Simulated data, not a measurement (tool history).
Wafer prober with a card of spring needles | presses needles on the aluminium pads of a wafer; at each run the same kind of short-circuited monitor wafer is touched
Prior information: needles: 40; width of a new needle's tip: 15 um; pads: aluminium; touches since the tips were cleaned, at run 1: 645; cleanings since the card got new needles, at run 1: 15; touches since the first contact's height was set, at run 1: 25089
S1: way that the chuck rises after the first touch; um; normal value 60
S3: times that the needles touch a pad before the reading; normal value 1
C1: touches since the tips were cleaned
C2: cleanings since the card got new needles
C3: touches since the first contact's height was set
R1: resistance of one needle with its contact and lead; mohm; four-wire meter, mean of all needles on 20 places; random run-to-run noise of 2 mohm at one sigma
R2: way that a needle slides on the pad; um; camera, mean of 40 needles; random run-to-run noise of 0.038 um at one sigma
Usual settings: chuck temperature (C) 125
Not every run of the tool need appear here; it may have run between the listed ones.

{"run": 1, "day": 0.0, "S1": 60, "chuck temperature (C)": 125, "S3": 1, "C1": 645, "C2": 15, "C3": 25089, "R1": 212, "R2": 16.23}
{"run": 2, "day": 0.538, "S1": 60, "chuck temperature (C)": 125, "S3": 1, "C1": 4363, "C2": 15, "C3": 28807, "R1": 218, "R2": 16.26}
{"day": 0.654, "done": "tips cleaned on abrasive film"}
{"run": 3, "day": 1.262, "S1": 60, "chuck temperature (C)": 125, "S3": 1, "C1": 4222, "C2": 16, "C3": 33813, "R1": 216, "R2": 16.23}
{"day": 1.417, "done": "tips cleaned on abrasive film"}
{"run": 4, "day": 1.579, "S1": 60, "chuck temperature (C)": 125, "S3": 1, "C1": 1115, "C2": 17, "C3": 35989, "R1": 213, "R2": 16.23}
{"day": 2.179, "done": "tips cleaned on abrasive film"}
{"run": 5, "day": 2.179, "S1": 60, "chuck temperature (C)": 125, "S3": 1, "C1": 0, "C2": 18, "C3": 40138, "R1": 213, "R2": 16.25}
{"run": 6, "day": 2.771, "S1": 60, "chuck temperature (C)": 125, "S3": 1, "C1": 4103, "C2": 18, "C3": 44241, "R1": 214, "R2": 16.23}
{"day": 2.938, "done": "tips cleaned on abrasive film"}
{"run": 7, "day": 3.212, "S1": 60, "chuck temperature (C)": 125, "S3": 1, "C1": 1894, "C2": 19, "C3": 47265, "R1": 216, "R2": 16.27}
{"run": 8, "day": 3.625, "S1": 60, "chuck temperature (C)": 125, "S3": 1, "C1": 4747, "C2": 19, "C3": 50118, "R1": 217, "R2": 16.34}
{"day": 3.721, "done": "tips cleaned on abrasive film"}
{"run": 9, "day": 4.296, "S1": 60, "chuck temperature (C)": 125, "S3": 1, "C1": 3978, "C2": 20, "C3": 54753, "R1": 216, "R2": 16.26}
{"day": 4.496, "done": "tips cleaned on abrasive film"}
{"run": 10, "day": 4.642, "S1": 60, "chuck temperature (C)": 125, "S3": 2, "C1": 1023, "C2": 21, "C3": 57128, "R1": 215, "R2": 16.19}
{"day": 5.246, "done": "tips cleaned on abrasive film"}
{"run": 11, "day": 5.246, "S1": 60, "chuck temperature (C)": 125, "S3": 2, "C1": 0, "C2": 22, "C3": 61294, "R1": 214, "R2": 16.22}
{"run": 12, "day": 5.838, "S1": 60, "chuck temperature (C)": 125, "S3": 2, "C1": 4102, "C2": 22, "C3": 65396, "R1": 218, "R2": 16.38}
{"day": 6.008, "done": "tips cleaned on abrasive film"}
{"day": 6.483, "done": "height of the first contact set anew"}
{"run": 13, "day": 6.492, "S1": 42, "chuck temperature (C)": 125, "S3": 1, "C1": 3265, "C2": 23, "C3": 73, "R1": 230, "R2": 11.42}
{"day": 6.8, "done": "tips cleaned on abrasive film"}
{"run": 14, "day": 7.033, "S1": 60, "chuck temperature (C)": 109, "S3": 1, "C1": 1606, "C2": 24, "C3": 3782, "R1": 213, "R2": 16.33}
{"day": 7.562, "done": "tips cleaned on abrasive film"}
{"run": 15, "day": 7.75, "S1": 60, "chuck temperature (C)": 125, "S3": 1, "C1": 1301, "C2": 25, "C3": 8728, "R1": 217, "R2": 16.34}
{"run": 16, "day": 8.088, "S1": 60, "chuck temperature (C)": 125, "S3": 1, "C1": 3646, "C2": 25, "C3": 11073, "R1": 215, "R2": 16.3}
{"day": 8.312, "done": "tips cleaned on abrasive film"}
{"run": 17, "day": 8.75, "S1": 60, "chuck temperature (C)": 33, "S3": 1, "C1": 3048, "C2": 26, "C3": 15650, "R1": 194, "R2": 16.32}
{"day": 9.096, "done": "tips cleaned on abrasive film"}
{"run": 18, "day": 9.096, "S1": 48, "chuck temperature (C)": 39, "S3": 3, "C1": 0, "C2": 27, "C3": 18016, "R1": 201, "R2": 13.06}
{"run": 19, "day": 9.604, "S1": 46, "chuck temperature (C)": 39, "S3": 1, "C1": 3528, "C2": 27, "C3": 21544, "R1": 199, "R2": 12.53}
{"day": 9.842, "done": "tips cleaned on abrasive film"}
{"run": 20, "day": 10.121, "S1": 40, "chuck temperature (C)": 47, "S3": 1, "C1": 1924, "C2": 28, "C3": 25098, "R1": 211, "R2": 10.95}
{"run": 21, "day": 10.538, "S1": 76, "chuck temperature (C)": 79, "S3": 2, "C1": 4821, "C2": 28, "C3": 27995, "R1": 198, "R2": 20.71}
{"day": 10.604, "done": "tips cleaned on abrasive film"}
{"run": 22, "day": 10.892, "S1": 76, "chuck temperature (C)": 107, "S3": 2, "C1": 1987, "C2": 29, "C3": 30424, "R1": 204, "R2": 20.78}
{"day": 11.371, "done": "tips cleaned on abrasive film"}
{"run": 23, "day": 11.596, "S1": 59, "chuck temperature (C)": 125, "S3": 1, "C1": 1579, "C2": 30, "C3": 35291, "R1": 217, "R2": 16.13}
{"day": 12.125, "done": "tips cleaned on abrasive film"}
{"run": 24, "day": 12.158, "S1": 47, "chuck temperature (C)": 125, "S3": 1, "C1": 218, "C2": 31, "C3": 39149, "R1": 221, "R2": 12.82}
{"run": 25, "day": 12.683, "S1": 41, "chuck temperature (C)": 125, "S3": 1, "C1": 3866, "C2": 31, "C3": 42797, "R1": 232, "R2": 11.24}
{"day": 12.896, "done": "tips cleaned on abrasive film"}
{"run": 26, "day": 13.221, "S1": 54, "chuck temperature (C)": 44, "S3": 2, "C1": 2256, "C2": 32, "C3": 46515, "R1": 200, "R2": 14.77}
{"day": 13.696, "done": "tips cleaned on abrasive film"}
{"run": 27, "day": 13.75, "S1": 54, "chuck temperature (C)": 44, "S3": 2, "C1": 395, "C2": 33, "C3": 50152, "R1": 197, "R2": 14.77}
{"run": 28, "day": 14.242, "S1": 60, "chuck temperature (C)": 33, "S3": 3, "C1": 3811, "C2": 33, "C3": 53568, "R1": 194, "R2": 16.46}
{"day": 14.479, "done": "tips cleaned on abrasive film"}
{"run": 29, "day": 14.792, "S1": 42, "chuck temperature (C)": 37, "S3": 1, "C1": 2152, "C2": 34, "C3": 57335, "R1": 205, "R2": 11.48}
{"day": 15.171, "done": "gauge calibrated"}
{"run": 30, "day": 15.179, "S1": 80, "chuck temperature (C)": 31, "S3": 1, "C1": 4850, "C2": 34, "C3": 60033, "R1": 186, "R2": 21.69}
{"day": 15.229, "done": "tips cleaned on abrasive film"}
{"run": 31, "day": 15.9, "S1": 47, "chuck temperature (C)": 74, "S3": 1, "C1": 4656, "C2": 35, "C3": 65009, "R1": 213, "R2": 12.67}
{"day": 16.0, "done": "tips cleaned on abrasive film"}
{"run": 32, "day": 16.2, "S1": 62, "chuck temperature (C)": 125, "S3": 1, "C1": 1376, "C2": 36, "C3": 67052, "R1": 219, "R2": 16.76}
{"day": 16.588, "done": "height of the first contact set anew"}
{"day": 16.788, "done": "tips cleaned on abrasive film"}
{"run": 33, "day": 16.788, "S1": 62, "chuck temperature (C)": 125, "S3": 1, "C1": 0, "C2": 37, "C3": 1343, "R1": 210, "R2": 16.8}

Alternative continuations, all from the tool just after run 33; predict every row:
{"run": "A", "day": 17.329, "S1": 74, "chuck temperature (C)": 125, "S3": 1, "C1": 3776, "C2": 37, "C3": 5119, "R1": "?", "R2": "?"}
{"run": "B", "day": 17.329, "S1": 73, "chuck temperature (C)": 88, "S3": 2, "C1": 3776, "C2": 37, "C3": 5119, "R1": "?", "R2": "?"}
{"run": "C", "day": 17.329, "S1": 72, "chuck temperature (C)": 125, "S3": 1, "C1": 3776, "C2": 37, "C3": 5119, "R1": "?", "R2": "?"}
{"run": "D", "day": 17.329, "S1": 62, "chuck temperature (C)": 96, "S3": 1, "C1": 3776, "C2": 37, "C3": 5119, "R1": "?", "R2": "?"}
{"run": "E", "day": 17.329, "S1": 70, "chuck temperature (C)": 37, "S3": 2, "C1": 3776, "C2": 37, "C3": 5119, "R1": "?", "R2": "?"}

run=A R1=211 R2=20.04
run=B R1=200 R2=19.85
run=C R1=212 R2=19.55
run=D R1=209 R2=16.76
run=E R1=191 R2=18.91
The same runs, with their run-to-run variation unchanged, on a tool lacking any hidden condition would have given:
run=A R1=210 R2=20.01
run=B R1=200 R2=19.82
run=C R1=212 R2=19.52
run=D R1=208 R2=16.73
run=E R1=190 R2=18.88

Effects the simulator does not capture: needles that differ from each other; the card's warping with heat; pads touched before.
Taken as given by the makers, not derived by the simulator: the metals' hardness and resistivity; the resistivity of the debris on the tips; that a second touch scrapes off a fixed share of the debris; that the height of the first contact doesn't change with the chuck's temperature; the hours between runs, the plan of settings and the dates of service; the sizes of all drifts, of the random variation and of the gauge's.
